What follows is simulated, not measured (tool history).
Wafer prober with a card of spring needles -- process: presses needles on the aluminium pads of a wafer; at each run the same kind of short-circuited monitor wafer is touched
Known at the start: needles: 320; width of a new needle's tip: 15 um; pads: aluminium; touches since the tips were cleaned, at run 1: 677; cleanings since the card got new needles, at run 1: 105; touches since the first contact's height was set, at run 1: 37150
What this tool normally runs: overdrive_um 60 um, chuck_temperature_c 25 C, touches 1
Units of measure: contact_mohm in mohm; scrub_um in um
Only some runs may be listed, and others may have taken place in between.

run,hour,overdrive_um,chuck_temperature_c,touches,touches since the tips were cleaned,cleanings since the card got new needles,touches since the first contact's height was set,contact_mohm,scrub_um
1,0,60,25,1,677,105,37150,182,7.73
# hour 13.6: tips cleaned on abrasive film
# hour 31.8: tips cleaned on abrasive film
2,43.5,60,25,1,5944,107,59053,239,7.72
# hour 47.3: tips cleaned on abrasive film
# hour 65: tips cleaned on abrasive film
# hour 81.7: tips cleaned on abrasive film
3,84.8,60,25,1,1591,110,79768,198,7.67
# hour 98.6: tips cleaned on abrasive film
# hour 115.6: tips cleaned on abrasive film
4,125.4,60,25,1,4970,112,100184,235,7.69
# hour 132.8: tips cleaned on abrasive film
# hour 150.9: tips cleaned on abrasive film
5,153.7,60,25,1,1445,114,114374,200,7.64
# hour 168.2: tips cleaned on abrasive film
# hour 186: tips cleaned on abrasive film
# hour 203.2: tips cleaned on abrasive film
6,203.2,60,25,1,0,117,139213,180,7.61
# hour 214.1: tips cleaned on abrasive film, once more
# hour 230.7: tips cleaned on abrasive film
# hour 248.8: tips cleaned on abrasive film
7,255.8,60,25,1,3508,120,165640,228,7.56
# hour 266: tips cleaned on abrasive film
# hour 269.6: height of the first contact set anew
# hour 284.1: tips cleaned on abrasive film
# hour 298.7: tips cleaned on abrasive film
8,306.7,60,25,1,4034,123,18623,233,7.77
# hour 313.9: tips cleaned on abrasive film
# hour 331.1: tips cleaned on abrasive film
# hour 347.6: tips cleaned on abrasive film
# hour 365.2: tips cleaned on abrasive film
9,372.6,60,25,1,3712,127,51735,228,7.71
# hour 382.6: tips cleaned on abrasive film
# hour 400: tips cleaned on abrasive film
# hour 414.5: tips cleaned on abrasive film
10,414.7,60,25,1,57,130,72850,179,7.69
# hour 431.9: tips cleaned on abrasive film
# hour 449.3: tips cleaned on abrasive film
# hour 467.4: tips cleaned on abrasive film
11,472.8,60,25,1,2715,133,102073,212,7.66
# hour 483.4: tips cleaned on abrasive film
# hour 500.4: tips cleaned on abrasive film
# hour 515.8: tips cleaned on abrasive film
12,515.8,60,25,1,0,136,123672,186,7.63
# hour 532.6: tips cleaned on abrasive film
# hour 549.4: tips cleaned on abrasive film
13,562.7,60,25,1,6754,138,147271,263,7.61
# hour 566.4: tips cleaned on abrasive film
# hour 583.4: tips cleaned on abrasive film
# hour 601: tips cleaned on abrasive film
14,602.1,60,25,1,572,141,167023,188,7.56
# hour 612.1: height of the first contact set anew
# hour 615.8: tips cleaned on abrasive film
# hour 634: tips cleaned on abrasive film
15,640.2,78,25,2,3152,143,14094,189,10.1
# hour 650.6: tips cleaned on abrasive film
# hour 667.8: tips cleaned on abrasive film
16,676.6,69,91,1,4433,145,32384,235,8.91
# hour 683.9: tips cleaned on abrasive film
# hour 702.1: tips cleaned on abrasive film
# hour 718.7: tips cleaned on abrasive film
17,724.8,60,49,3,3103,148,56590,199,7.72
# hour 735.7: tips cleaned on abrasive film
# hour 752.9: tips cleaned on abrasive film
# hour 770: tips cleaned on abrasive film
18,772.5,60,49,3,1294,151,80553,194,7.68
# hour 787: tips cleaned on abrasive film
# hour 804.8: tips cleaned on abrasive film
# hour 822.3: tips cleaned on abrasive film
19,836,63,76,1,6892,154,112463,263,8.02
# hour 839.7: tips cleaned on abrasive film
# hour 854.2: tips cleaned on abrasive film
# hour 871.3: tips cleaned on abrasive film
20,873.9,50,76,1,1323,157,131464,235,6.32
# hour 887.7: tips cleaned on abrasive film
# hour 904.9: tips cleaned on abrasive film
21,916.9,43,100,2,6083,159,153111,303,5.4
# hour 920.6: tips cleaned on abrasive film
# hour 937.9: tips cleaned on abrasive film
# hour 952.4: tips cleaned on abrasive film
# hour 956.3: height of the first contact set anew
# hour 969.4: tips cleaned on abrasive film
22,973.9,43,100,2,2265,163,8816,241,5.57
# hour 984.8: tips cleaned on abrasive film
# hour 1002.5: tips cleaned on abrasive film
23,1010.4,44,25,1,3992,165,27182,300,5.67
# hour 1017.1: tips cleaned on abrasive film
# hour 1034.7: tips cleaned on abrasive film
24,1041.6,62,114,2,3483,167,42817,225,8
# hour 1052: tips cleaned on abrasive film
# hour 1070.1: tips cleaned on abrasive film
# hour 1087.1: tips cleaned on abrasive film
25,1087.1,64,86,2,0,170,65693,195,8.2
# hour 1104.8: tips cleaned on abrasive film
26,1118.4,64,86,2,6826,171,81427,231,8.17
# hour 1121.8: tips cleaned on abrasive film
# hour 1140: tips cleaned on abrasive film
# hour 1156.8: tips cleaned on abrasive film
# hour 1174.6: tips cleaned on abrasive film
27,1178.3,62,33,1,1846,175,111504,216,7.89

Hidden state or all else? Some run-to-run changes of contact_mohm, split into what the settings, what came in and random variation would give without the hidden state, and what is left for the hidden state (with any gauge scatter that isn't in both results):
What the log doesn't record here: debris on the tips, nm; way that the needles fall short of the set height, um; tips' diameter, um; drift of the gauge itself on contact_mohm, %; drift of the gauge itself on scrub_um, %.
Run 12 -> 13: tips cleaned on abrasive film, tips cleaned on abrasive film. contact_mohm +77 mohm: hidden state +80, all else -3.
Run 13 -> 14: tips cleaned on abrasive film, tips cleaned on abrasive film, tips cleaned on abrasive film. contact_mohm -75 mohm: hidden state -74, all else -1.
Run 23 -> 24: overdrive_um 44 -> 62, chuck_temperature_c 25 -> 114, touches 1 -> 2, tips cleaned on abrasive film, tips cleaned on abrasive film. contact_mohm -75 mohm: hidden state -88, all else +13.
